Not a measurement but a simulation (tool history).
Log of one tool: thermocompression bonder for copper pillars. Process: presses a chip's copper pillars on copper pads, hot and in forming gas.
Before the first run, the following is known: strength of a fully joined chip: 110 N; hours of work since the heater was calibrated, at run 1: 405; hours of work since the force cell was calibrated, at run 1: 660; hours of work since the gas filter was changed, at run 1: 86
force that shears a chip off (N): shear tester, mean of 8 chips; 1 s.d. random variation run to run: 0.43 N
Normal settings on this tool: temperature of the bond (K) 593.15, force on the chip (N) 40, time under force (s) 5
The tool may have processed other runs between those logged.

run,hour,temperature of the bond (K),force on the chip (N),time under force (s),hours of work since the heater was calibrated,hours of work since the force cell was calibrated,hours of work since the gas filter was changed,force that shears a chip off (N)
1,0.0,593.15,40,5,405,660,86,39.1
# hour 69.2: forming gas filter changed
2,85.7,597.15,40,5,461,716,11,44.2
3,144.5,593.15,40,5,499,754,49,40.1
4,218.0,593.15,40,5,547,802,97,39.1
# hour 269.1: forming gas filter changed
5,283.4,593.15,40,5,590,845,9,41.4
6,357.8,593.15,40,5,638,894,58,41.3
7,405.9,593.15,40,5,670,925,90,41.1
# hour 464.6: forming gas filter changed
8,477.5,593.15,40,5,716,972,8,42.2
9,562.2,593.15,40,5,772,1027,64,40.7
10,604.1,593.15,45,5,799,1055,91,45.0
11,648.3,593.15,45,5,828,1083,120,44.6
# hour 665.2: forming gas filter changed
12,708.2,593.15,45,5,867,1122,28,47.4
13,808.7,564.15,40,5,933,1188,94,27.3
# hour 864.1: forming gas filter changed
14,875.6,604.15,40,5,976,1232,7,49.5
15,935.5,604.15,40,5,1016,1271,47,48.2
16,1010.7,604.15,40,5,1065,1320,96,47.8
# hour 1064.4: forming gas filter changed
17,1104.6,604.15,40,5,1126,1381,26,50.0
18,1198.2,604.15,40,5,1187,1443,88,48.8
# hour 1268.2: forming gas filter changed
# hour 1270.5: force cell calibrated
19,1270.5,604.15,40,5,1233,0,1,46.4
20,1330.3,604.15,40,5,1272,39,40,45.5
21,1376.7,592.15,27,5,1303,70,70,25.8
22,1421.6,589.15,25,5,1332,99,100,22.7
# hour 1469.8: forming gas filter changed
23,1518.8,578.15,30,14,1396,162,32,38.0
24,1575.0,593.15,40,3,1432,199,69,33.4
25,1651.6,593.15,25,4,1483,249,119,21.7
# hour 1666.5: forming gas filter changed
26,1742.0,608.15,29,11,1541,308,49,48.8
27,1830.2,593.15,38,7,1599,366,107,43.9
# hour 1851.6: heater calibrated with a thermocouple chip
# hour 1864.4: forming gas filter changed
28,1933.4,607.15,42,4,53,432,45,44.7
29,1979.1,593.15,27,4,83,462,75,23.2
30,2038.4,593.15,27,4,122,500,114,23.5
# hour 2063.4: forming gas filter changed
31,2107.2,593.15,27,4,167,545,29,24.0
32,2206.4,593.15,38,7,232,610,94,42.2
# hour 2264.2: forming gas filter changed
33,2264.2,593.15,38,7,269,648,0,44.2
34,2349.7,613.15,58,5,325,704,56,68.2
35,2416.5,609.15,48,9,369,747,100,67.4
# hour 2461.3: forming gas filter changed
36,2477.3,616.15,55,5,408,787,10,69.8
37,2529.4,596.15,47,9,442,821,45,59.0
38,2630.7,617.15,43,3,509,887,111,46.7
# hour 2657.6: forming gas filter changed
39,2715.3,617.15,43,3,564,942,38,50.0

What would each run have given without the hidden state, its run-to-run variation left as it was?
Hidden conditions of the tool in this case: true temperature of the bond over the reading, C; force that reaches the chip, % of what is set; oxide that the forming gas leaves, % of the face; drift of the gauge itself on shear_n, %.
run,force that shears a chip off (N)
1,38.3
2,41.7
3,38.3
4,38.2
5,38.4
6,39.2
7,39.5
8,38.7
9,38.3
10,43.0
11,43.2
12,43.5
13,25.3
14,44.7
15,44.3
16,44.7
17,45.0
18,45.1
19,44.2
20,44.1
21,25.1
22,22.4
23,36.0
24,32.3
25,21.3
26,46.7
27,42.7
28,44.3
29,23.1
30,23.8
31,23.2
32,42.2
33,42.2
34,67.2
35,67.7
36,67.1
37,57.1
38,46.2
39,47.5

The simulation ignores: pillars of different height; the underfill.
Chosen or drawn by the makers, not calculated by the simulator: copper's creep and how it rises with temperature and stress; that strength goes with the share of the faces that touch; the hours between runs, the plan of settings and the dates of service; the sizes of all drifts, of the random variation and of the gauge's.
